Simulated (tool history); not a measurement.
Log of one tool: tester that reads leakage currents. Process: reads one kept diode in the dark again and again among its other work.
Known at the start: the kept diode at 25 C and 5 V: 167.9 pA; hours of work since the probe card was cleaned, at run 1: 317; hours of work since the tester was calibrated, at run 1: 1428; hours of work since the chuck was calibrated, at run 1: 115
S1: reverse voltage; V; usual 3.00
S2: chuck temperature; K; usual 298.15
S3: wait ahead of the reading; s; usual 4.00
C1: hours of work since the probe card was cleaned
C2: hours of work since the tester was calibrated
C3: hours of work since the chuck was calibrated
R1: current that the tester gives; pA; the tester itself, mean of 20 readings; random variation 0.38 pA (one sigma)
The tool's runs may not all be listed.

run,hour,S1,S2,S3,C1,C2,C3,R1
1,0.0,3.00,298.15,4.00,317,1428,115,123.49
2,43.4,3.00,298.15,4.00,350,1460,147,123.76
3,76.7,3.00,298.15,4.00,375,1485,172,124.03
4,128.4,3.00,298.15,0.76,413,1524,211,123.96
5,156.9,3.00,296.15,4.00,435,1546,232,104.39
6,200.5,3.00,296.15,4.00,468,1578,265,104.16
7,248.5,16.71,298.15,4.00,504,1614,301,349.44
8,280.4,16.71,298.15,4.00,528,1638,325,349.00
9,320.5,16.71,298.15,4.00,558,1668,355,350.19
10,343.5,16.71,298.15,4.00,575,1686,373,352.47
11,376.4,16.71,298.15,4.00,600,1710,397,351.05
12,399.2,16.71,298.15,4.00,617,1727,414,351.17
13,454.6,16.71,298.15,4.00,658,1769,456,349.10
14,503.9,3.00,298.15,0.46,695,1806,493,124.57
15,531.2,3.00,298.15,0.46,716,1827,513,124.93
16,575.1,3.00,298.15,0.46,749,1859,546,124.12
17,623.5,1.33,298.15,4.00,785,1896,583,75.09
18,654.7,3.00,298.15,4.00,809,1919,606,122.12
19,701.4,3.00,298.15,4.00,844,1954,641,122.94
# hour 708.8: probe card cleaned and baked
20,758.4,3.00,298.15,4.00,37,1995,682,124.35
21,791.7,1.99,323.15,8.63,62,2020,707,672.00
22,824.4,3.00,304.15,1.66,87,2044,731,202.16
# hour 832.6: probe card cleaned and baked, once more
23,870.9,1.13,304.15,0.33,29,2077,764,110.62
24,907.4,1.13,304.15,0.33,56,2104,791,110.20
25,947.6,2.07,308.15,2.04,86,2135,822,218.58
26,989.1,1.62,295.15,4.00,117,2166,853,63.37
27,1031.6,1.00,299.15,0.31,149,2198,885,67.97
28,1058.6,1.80,295.15,2.71,170,2218,905,67.82
29,1093.1,3.00,301.15,0.77,196,2244,931,154.45
30,1117.4,1.39,301.15,8.40,214,2262,949,96.34
31,1167.6,10.00,297.15,5.70,252,2300,987,225.73
32,1208.8,1.16,298.15,2.35,282,2331,1018,66.82
33,1263.3,3.00,301.15,0.37,323,2372,1059,154.88
34,1294.2,1.39,298.15,4.00,347,2395,1082,74.78
35,1331.3,1.39,298.15,4.00,374,2423,1110,74.88
36,1370.5,3.00,298.15,0.67,404,2452,1139,119.94
37,1418.8,2.83,317.15,4.00,440,2488,1175,523.62
38,1446.8,2.83,317.15,4.00,461,2509,1196,525.02
39,1489.8,19.72,297.15,1.58,493,2542,1229,344.99
40,1513.8,19.72,297.15,1.58,511,2560,1247,345.48

Measured less the same run without the tool's hidden state. The same run-to-run variation is in both; the gauge's scatter may not be:
The hidden state here: stray current of the dirty probe card, pA a volt; current scale over the true one, %; true chuck temperature over the reading, C; drift of the gauge itself on leakage_pa, %.
run,R1
1,-0.21
2,-0.27
3,-0.32
4,-0.41
5,-0.13
6,-0.17
7,+3.27
8,+3.36
9,+3.42
10,+3.50
11,+3.61
12,+3.65
13,+3.73
14,-0.98
15,-1.02
16,-1.07
17,-1.13
18,-1.13
19,-1.21
20,+0.09
21,-19.57
22,-2.81
23,-4.18
24,-4.26
25,-8.58
26,-2.55
27,-2.81
28,-2.75
29,-6.38
30,-4.15
31,-8.15
32,-2.98
33,-6.79
34,-3.41
35,-3.46
36,-5.20
37,-26.22
38,-26.64
39,-9.12
40,-9.05

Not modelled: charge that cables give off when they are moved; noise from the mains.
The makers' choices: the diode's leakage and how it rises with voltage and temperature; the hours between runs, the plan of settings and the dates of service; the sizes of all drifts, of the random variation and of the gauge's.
